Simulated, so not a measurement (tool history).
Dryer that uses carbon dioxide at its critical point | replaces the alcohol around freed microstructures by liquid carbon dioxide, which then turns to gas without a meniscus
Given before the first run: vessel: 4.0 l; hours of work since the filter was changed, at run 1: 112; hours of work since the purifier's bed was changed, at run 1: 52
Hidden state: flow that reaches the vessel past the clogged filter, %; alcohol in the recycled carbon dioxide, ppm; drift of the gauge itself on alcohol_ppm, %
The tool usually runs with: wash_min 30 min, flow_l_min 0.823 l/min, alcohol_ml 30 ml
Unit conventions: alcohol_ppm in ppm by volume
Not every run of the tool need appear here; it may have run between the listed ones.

run	day	wash_min	flow_l_min	alcohol_ml	hours of work since the filter was changed	hours of work since the purifier's bed was changed	alcohol_ppm
1	0	30	0.823	30	112	52	66
2	2.104	30	0.823	30	129	69	64
3	4.362	30	0.823	30	147	87	69
4	6.721	30	0.823	30	166	106	76
5	8.183	30	0.823	30	177	117	84
6	10.358	30	0.823	30	195	135	84
7	12.096	30	0.823	30	209	149	84
8	14.375	42	0.823	30	227	167	42
9	15.621	42	1.059	30	237	177	37
# day 17.896: inlet filter changed
10	18.233	30	1.371	30	3	197	43
11	19.375	30	1.371	30	12	206	41
12	21.208	30	1.371	30	26	221	34
13	22.621	30	1.371	30	38	232	48
14	25.188	30	1.145	30	58	252	53
15	26.462	30	1.145	30	68	262	54
16	28.629	30	1.145	30	85	280	63
17	30.346	30	1.145	30	99	293	56
18	31.508	30	1.145	30	108	303	71
19	32.883	30	1.287	30	119	313	54
20	35.654	30	1.287	30	141	336	50
21	38.246	40	0.532	91	162	356	427
22	39.9	21	1.236	118	175	369	196
23	42.058	28	1.236	118	192	386	94
24	44.646	19	1.041	37	213	407	237
25	45.971	42	1.374	44	223	418	78
26	47.196	30	0.823	37	233	427	150
27	48.779	30	0.823	37	245	440	153
# day 49.867: inlet filter changed
28	50.367	30	0.823	37	4	452	128
29	52.304	30	1.085	37	19	468	99
30	53.8	21	0.823	88	31	479	648
31	55.4	36	1.195	51	44	492	97
32	57.117	36	1.195	51	58	506	95
33	59.704	29	0.947	30	78	526	118
34	62.2	29	0.623	28	98	546	281
35	63.792	29	0.623	28	111	559	290
36	65.421	29	0.497	118	124	572	1816
37	66.883	29	0.497	118	135	583	1822
38	68.858	29	0.497	118	151	599	1895
39	71.025	35	1.175	68	168	616	113
40	72.204	21	0.823	42	178	626	446

Hidden condition of the tool, last listed run before each entry between runs versus first listed run after:
Runs 9 to 10: inlet filter changed (day 17.896)
  flow that reaches the vessel past the clogged filter, %: 92.3 -> 99.6; alcohol in the recycled carbon dioxide, ppm: 35.4 -> 39.1
  measured less the result without the state, alcohol_ppm: +31 -> +34 ppm by volume
Runs 27 to 28: inlet filter changed (day 49.867)
  flow that reaches the vessel past the clogged filter, %: 91.8 -> 99.8; alcohol in the recycled carbon dioxide, ppm: 82 -> 84.3
  measured less the result without the state, alcohol_ppm: +102 -> +81 ppm by volume

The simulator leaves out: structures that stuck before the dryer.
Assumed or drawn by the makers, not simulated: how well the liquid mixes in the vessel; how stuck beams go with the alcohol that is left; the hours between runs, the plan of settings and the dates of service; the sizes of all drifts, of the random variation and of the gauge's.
